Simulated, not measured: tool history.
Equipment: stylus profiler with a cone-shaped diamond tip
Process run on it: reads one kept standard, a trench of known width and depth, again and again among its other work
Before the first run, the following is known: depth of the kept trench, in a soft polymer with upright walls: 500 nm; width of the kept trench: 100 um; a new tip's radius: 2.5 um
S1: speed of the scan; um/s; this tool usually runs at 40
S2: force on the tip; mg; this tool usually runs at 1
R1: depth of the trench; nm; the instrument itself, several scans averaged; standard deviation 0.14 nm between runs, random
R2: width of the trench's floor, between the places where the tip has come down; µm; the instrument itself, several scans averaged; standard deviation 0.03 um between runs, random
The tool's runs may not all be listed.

{"run": 1, "hour": 0.0, "S1": 40, "S2": 1, "R1": 502.45, "R2": 96.69}
{"run": 2, "hour": 70.4, "S1": 20, "S2": 1, "R1": 502.47, "R2": 96.84}
{"run": 3, "hour": 174.2, "S1": 20, "S2": 1, "R1": 502.79, "R2": 96.9}
{"run": 4, "hour": 259.3, "S1": 20, "S2": 1, "R1": 502.55, "R2": 96.86}
{"run": 5, "hour": 379.2, "S1": 40, "S2": 1, "R1": 502.6, "R2": 96.74}
{"run": 6, "hour": 450.9, "S1": 40, "S2": 1, "R1": 502.75, "R2": 96.7}
{"run": 7, "hour": 574.9, "S1": 40, "S2": 1, "R1": 502.45, "R2": 96.65}
{"run": 8, "hour": 639.6, "S1": 40, "S2": 1, "R1": 502.3, "R2": 96.7}
{"run": 9, "hour": 709.3, "S1": 40, "S2": 1, "R1": 502.48, "R2": 96.72}
{"run": 10, "hour": 797.0, "S1": 40, "S2": 1, "R1": 502.44, "R2": 96.7}
{"run": 11, "hour": 904.6, "S1": 40, "S2": 0.73, "R1": 502.12, "R2": 96.65}
{"run": 12, "hour": 979.0, "S1": 40, "S2": 0.73, "R1": 502.13, "R2": 96.66}
{"run": 13, "hour": 1089.9, "S1": 40, "S2": 0.73, "R1": 502.21, "R2": 96.65}
{"run": 14, "hour": 1176.1, "S1": 40, "S2": 0.73, "R1": 502.05, "R2": 96.69}
{"run": 15, "hour": 1261.8, "S1": 121, "S2": 1, "R1": 502.56, "R2": 96.16}
{"run": 16, "hour": 1326.1, "S1": 121, "S2": 1, "R1": 502.59, "R2": 96.15}
{"run": 17, "hour": 1387.4, "S1": 121, "S2": 1, "R1": 502.58, "R2": 96.1}
{"run": 18, "hour": 1460.2, "S1": 124, "S2": 2.27, "R1": 504.76, "R2": 96.38}
{"run": 19, "hour": 1559.3, "S1": 24, "S2": 1.64, "R1": 503.43, "R2": 96.86}
{"run": 20, "hour": 1654.4, "S1": 24, "S2": 1.64, "R1": 503.63, "R2": 96.88}
{"run": 21, "hour": 1730.4, "S1": 62, "S2": 0.48, "R1": 501.56, "R2": 96.32}
{"run": 22, "hour": 1801.6, "S1": 12, "S2": 0.51, "R1": 501.79, "R2": 96.83}
{"run": 23, "hour": 1889.7, "S1": 12, "S2": 0.51, "R1": 501.7, "R2": 96.88}
{"run": 24, "hour": 1947.8, "S1": 12, "S2": 0.51, "R1": 501.66, "R2": 96.82}
{"run": 25, "hour": 2063.2, "S1": 23, "S2": 1.11, "R1": 502.96, "R2": 96.84}
{"run": 26, "hour": 2137.7, "S1": 23, "S2": 1.11, "R1": 502.77, "R2": 96.84}
{"run": 27, "hour": 2198.2, "S1": 98, "S2": 0.38, "R1": 501.19, "R2": 95.9}
{"run": 28, "hour": 2257.9, "S1": 40, "S2": 1.41, "R1": 503.47, "R2": 96.73}

Run 29, settings as shown, results not yet in. Your forecast:
{"run": 29, "hour": 2376.6, "S1": 51, "S2": 1.41, "R1": "?", "R2": "?"}

For run 29 the tool returned R1 503.2 nm, R2 96.69 µm.
Were there no unlogged condition in the tool, this run, its random variation unchanged, would have produced R1 503.17 nm, R2 96.71 µm.
